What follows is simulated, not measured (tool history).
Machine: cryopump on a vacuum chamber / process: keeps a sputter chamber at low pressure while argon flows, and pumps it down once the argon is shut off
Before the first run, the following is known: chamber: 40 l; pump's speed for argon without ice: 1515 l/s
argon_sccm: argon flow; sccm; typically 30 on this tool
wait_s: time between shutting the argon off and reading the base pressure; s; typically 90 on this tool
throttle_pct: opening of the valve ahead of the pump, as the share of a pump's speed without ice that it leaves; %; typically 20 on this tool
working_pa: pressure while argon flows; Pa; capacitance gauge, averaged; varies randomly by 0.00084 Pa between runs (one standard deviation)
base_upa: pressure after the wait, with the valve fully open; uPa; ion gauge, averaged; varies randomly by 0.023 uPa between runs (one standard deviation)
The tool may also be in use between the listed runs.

{"run": 1, "day": 0.0, "argon_sccm": 30, "wait_s": 90, "throttle_pct": 20, "working_pa": 0.1708, "base_upa": 1.62}
{"run": 2, "day": 0.358, "argon_sccm": 30, "wait_s": 90, "throttle_pct": 20, "working_pa": 0.1701, "base_upa": 1.66}
{"run": 3, "day": 0.775, "argon_sccm": 30, "wait_s": 90, "throttle_pct": 20, "working_pa": 0.1686, "base_upa": 1.6}
{"run": 4, "day": 1.15, "argon_sccm": 30, "wait_s": 90, "throttle_pct": 20, "working_pa": 0.1689, "base_upa": 1.61}
{"run": 5, "day": 1.704, "argon_sccm": 30, "wait_s": 90, "throttle_pct": 20, "working_pa": 0.169, "base_upa": 1.61}
{"run": 6, "day": 2.075, "argon_sccm": 30, "wait_s": 90, "throttle_pct": 20, "working_pa": 0.1699, "base_upa": 1.65}
{"run": 7, "day": 2.433, "argon_sccm": 30, "wait_s": 90, "throttle_pct": 20, "working_pa": 0.1708, "base_upa": 1.66}
{"run": 8, "day": 2.796, "argon_sccm": 30, "wait_s": 90, "throttle_pct": 20, "working_pa": 0.1713, "base_upa": 1.68}
{"run": 9, "day": 3.233, "argon_sccm": 30, "wait_s": 90, "throttle_pct": 22, "working_pa": 0.1546, "base_upa": 1.64}
{"run": 10, "day": 3.646, "argon_sccm": 30, "wait_s": 90, "throttle_pct": 20, "working_pa": 0.1704, "base_upa": 1.65}
{"run": 11, "day": 4.004, "argon_sccm": 30, "wait_s": 90, "throttle_pct": 20, "working_pa": 0.1697, "base_upa": 1.66}
{"run": 12, "day": 4.533, "argon_sccm": 15, "wait_s": 91, "throttle_pct": 20, "working_pa": 0.0864, "base_upa": 1.76}

Expected results for the next run?
{"run": 13, "day": 5.175, "argon_sccm": 15, "wait_s": 91, "throttle_pct": 20, "working_pa": "?", "base_upa": "?"}

{"run 13": {"working_pa": 0.0852, "base_upa": 1.71}}
Were there no unlogged condition in the tool, this run, its random variation unchanged, would have produced working_pa 0.0833 Pa, base_upa 0.8 uPa.
